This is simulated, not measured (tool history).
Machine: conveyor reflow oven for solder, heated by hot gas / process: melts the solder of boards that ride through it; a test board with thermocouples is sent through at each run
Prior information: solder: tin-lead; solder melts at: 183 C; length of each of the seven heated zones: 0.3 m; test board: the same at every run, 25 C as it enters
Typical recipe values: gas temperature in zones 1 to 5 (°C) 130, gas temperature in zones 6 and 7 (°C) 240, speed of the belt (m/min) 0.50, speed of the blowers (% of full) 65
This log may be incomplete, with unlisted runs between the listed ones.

| run | hour | gas temperature in zones 1 to 5 (°C) | gas temperature in zones 6 and 7 (°C) | speed of the belt (m/min) | speed of the blowers (% of full) | highest temperature of the board (°C) | time above the solder's melting point (s) |
|---|---|---|---|---|---|---|---|
| 1 | 0.0 | 130 | 240 | 0.50 | 65 | 216.6 | 49.8 |
|  | 48.5 | flux residue cleaned out of gas plates and filters |
| 2 | 68.9 | 130 | 240 | 0.50 | 65 | 216.4 | 49.8 |
| 3 | 113.5 | 130 | 240 | 0.50 | 65 | 215.5 | 49.5 |
| 4 | 160.4 | 130 | 240 | 0.50 | 65 | 217.0 | 50.0 |
| 5 | 203.0 | 130 | 240 | 0.50 | 87 | 222.8 | 55.7 |
| 6 | 255.4 | 130 | 240 | 0.50 | 87 | 223.0 | 55.3 |
| 7 | 317.4 | 130 | 240 | 0.50 | 87 | 222.5 | 55.4 |
| 8 | 371.5 | 130 | 240 | 0.50 | 87 | 222.6 | 55.1 |
| 9 | 432.6 | 130 | 240 | 0.47 | 65 | 218.9 | 55.2 |
|  | 487.2 | flux residue cleaned out of gas plates and filters |
| 10 | 516.2 | 130 | 240 | 0.50 | 65 | 216.1 | 49.6 |
| 11 | 550.9 | 122 | 240 | 0.50 | 65 | 214.6 | 46.1 |
| 12 | 587.4 | 122 | 240 | 0.50 | 65 | 215.2 | 45.9 |
| 13 | 633.3 | 119 | 240 | 0.50 | 65 | 213.6 | 44.8 |
| 14 | 708.2 | 119 | 240 | 0.50 | 65 | 213.4 | 44.8 |
| 15 | 763.3 | 119 | 240 | 0.50 | 65 | 214.1 | 44.8 |

Run 16 is up next; what results do you expect?
| 16 | 832.7 | 119 | 240 | 0.50 | 65 | ? | ? |

For run 16 the tool returned highest temperature of the board (°C) 214.0, time above the solder's melting point (s) 43.8.
Minus the tool's unlogged condition, the same run would have read highest temperature of the board (°C) 214.1, time above the solder's melting point (s) 43.8.
